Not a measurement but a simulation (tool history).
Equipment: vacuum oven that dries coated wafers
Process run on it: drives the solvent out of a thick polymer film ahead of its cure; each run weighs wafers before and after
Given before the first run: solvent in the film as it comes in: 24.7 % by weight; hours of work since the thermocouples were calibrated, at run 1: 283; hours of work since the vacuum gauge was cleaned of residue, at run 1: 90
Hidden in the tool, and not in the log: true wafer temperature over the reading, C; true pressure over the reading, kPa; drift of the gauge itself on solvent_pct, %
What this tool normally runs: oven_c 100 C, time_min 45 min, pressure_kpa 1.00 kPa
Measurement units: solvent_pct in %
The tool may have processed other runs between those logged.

run	hour	oven_c	time_min	pressure_kpa	hours of work since the thermocouples were calibrated	hours of work since the vacuum gauge was cleaned of residue	solvent_pct
1	0.0	100	45	1.00	283	90	4.03
2	83.4	91	45	1.00	335	142	8.02
3	167.1	100	45	3.02	387	194	6.06
4	243.7	100	45	1.91	435	242	5.00
5	336.8	100	45	1.00	493	299	4.22
6	403.1	100	45	1.00	534	340	4.17
7	460.7	100	45	1.00	569	376	4.32
8	546.2	100	45	1.00	622	429	4.33
9	601.2	100	45	2.08	657	463	5.48
10	682.4	100	45	1.00	707	514	4.32
11	748.7	100	45	1.00	748	555	4.37
12	832.1	100	45	1.00	800	607	4.34
13	912.5	100	45	1.16	850	657	4.67
14	996.5	100	45	1.16	902	709	4.71
15	1050.4	100	45	1.77	935	742	5.33
16	1166.9	100	45	1.00	1008	815	4.56
17	1243.6	100	32	1.00	1055	862	6.59
18	1292.0	100	32	1.00	1085	892	6.86
19	1392.5	100	45	1.07	1148	955	4.76
# hour 1467.4: oven's thermocouples calibrated
20	1488.2	100	45	1.07	13	1013	4.52
21	1541.8	100	35	1.00	46	1046	5.91
22	1592.3	100	35	1.00	78	1077	6.00
23	1673.3	100	35	1.00	128	1128	6.04
24	1738.7	100	35	1.00	168	1168	5.99
25	1796.5	102	24	0.59	204	1204	7.18
26	1873.6	90	37	1.69	252	1252	11.26
27	1967.0	90	37	1.69	310	1310	11.14
28	2060.7	90	37	1.69	368	1368	11.20
29	2159.7	90	37	1.69	430	1430	11.27
# hour 2172.7: vacuum gauge cleaned of residue and calibrated
30	2267.9	90	37	1.69	496	59	10.81
31	2350.6	100	45	0.61	547	110	3.86
32	2447.9	100	45	0.61	608	171	3.81
33	2528.6	89	77	1.11	658	221	5.99
34	2626.0	89	24	3.35	718	281	15.59
35	2685.6	85	45	1.00	755	318	11.30
36	2764.9	100	26	1.22	805	368	8.05

The next listed run, before its measurement:
37	2869.5	100	38	0.67	869	433	?

solvent_pct: 5.16 %
With no hidden state in the tool, this same run would have given solvent_pct 4.75 %.
